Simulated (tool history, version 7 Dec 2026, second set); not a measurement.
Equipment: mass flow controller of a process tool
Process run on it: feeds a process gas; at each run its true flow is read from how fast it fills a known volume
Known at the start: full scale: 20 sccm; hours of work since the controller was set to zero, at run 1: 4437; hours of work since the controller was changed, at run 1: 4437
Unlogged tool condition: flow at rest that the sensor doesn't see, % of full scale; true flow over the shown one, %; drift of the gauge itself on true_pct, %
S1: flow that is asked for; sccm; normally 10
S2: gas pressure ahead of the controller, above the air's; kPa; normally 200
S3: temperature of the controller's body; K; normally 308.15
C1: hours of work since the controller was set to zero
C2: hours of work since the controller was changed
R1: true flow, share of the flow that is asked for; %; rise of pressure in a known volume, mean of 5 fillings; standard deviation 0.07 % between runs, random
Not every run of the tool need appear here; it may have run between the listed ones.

run,hour,S1,S2,S3,C1,C2,R1
1,0.0,10,200,308.15,4437,4437,100.00
# hour 127.2: controller's zero set anew
2,139.4,10,200,308.15,9,4538,97.63
3,390.2,10,200,308.15,191,4720,97.77
4,606.2,10,200,308.15,349,4877,97.82
5,832.8,10,200,308.15,514,5042,97.90
6,1091.9,10,200,308.15,702,5231,97.85
7,1244.9,16,200,308.15,814,5342,98.03
8,1446.4,16,200,308.15,960,5489,97.87
9,1580.1,10,200,308.15,1058,5586,97.99
10,1748.4,10,200,295.15,1180,5709,98.62
11,1976.7,10,258,308.15,1346,5875,97.77
12,2189.5,10,200,313.15,1501,6030,97.81
13,2381.6,10,200,312.15,1641,6170,97.88
14,2624.5,10,200,312.15,1818,6347,98.02
15,2866.1,10,200,312.15,1994,6523,97.91
16,2999.7,10,200,308.15,2091,6620,98.15
17,3109.1,10,200,308.15,2171,6699,98.11
18,3318.1,10,200,308.15,2323,6852,98.31
19,3522.6,10,200,297.15,2472,7000,98.64
20,3782.0,10,200,302.15,2660,7189,98.43
21,3920.7,3,160,299.15,2761,7290,102.02
22,4184.4,7,246,299.15,2953,7482,99.00
23,4340.0,7,246,299.15,3067,7595,98.99
24,4588.2,7,246,299.15,3247,7776,99.08
25,4729.9,10,200,294.15,3350,7879,98.90
26,4917.4,18,200,308.15,3487,8016,97.90
27,5133.5,18,200,308.15,3644,8173,97.87
28,5269.4,5,145,301.15,3743,8272,100.77
29,5465.0,5,145,301.15,3886,8414,100.78
30,5725.0,2,234,308.15,4075,8604,106.70
31,5834.4,2,234,308.15,4154,8683,106.98
32,5958.3,2,255,294.15,4245,8773,107.63
33,6072.6,10,251,306.15,4328,8857,98.38
34,6307.2,10,251,306.15,4499,9027,98.48
# hour 6350.6: controller's zero set anew
35,6567.6,2,199,305.15,158,9217,96.56
36,6741.3,7,153,309.15,284,9343,96.33
37,6953.8,12,147,309.15,439,9498,96.57
# hour 7033.2: controller exchanged for a calibrated one
38,7118.8,4,260,295.15,62,62,99.50

Selected run-to-run steps in R1, each split into two signed amounts: the part the tool would show with no hidden state at all (from settings, incoming material and random variation), and the remainder, which goes to the hidden state together with any gauge scatter not common to the measured and the hidden-state-free results:
Run 20 -> 21: S1 10 -> 3, S2 200 -> 160, S3 302.15 -> 299.15. R1 +3.59 %: hidden state +3.52, all else +0.07.
Run 29 -> 30: S1 5 -> 2, S2 145 -> 234, S3 301.15 -> 308.15. R1 +5.92 %: hidden state +6.71, all else -0.79.
Run 32 -> 33: S1 2 -> 10, S2 255 -> 251, S3 294.15 -> 306.15. R1 -9.25 %: hidden state -9.08, all else -0.17.
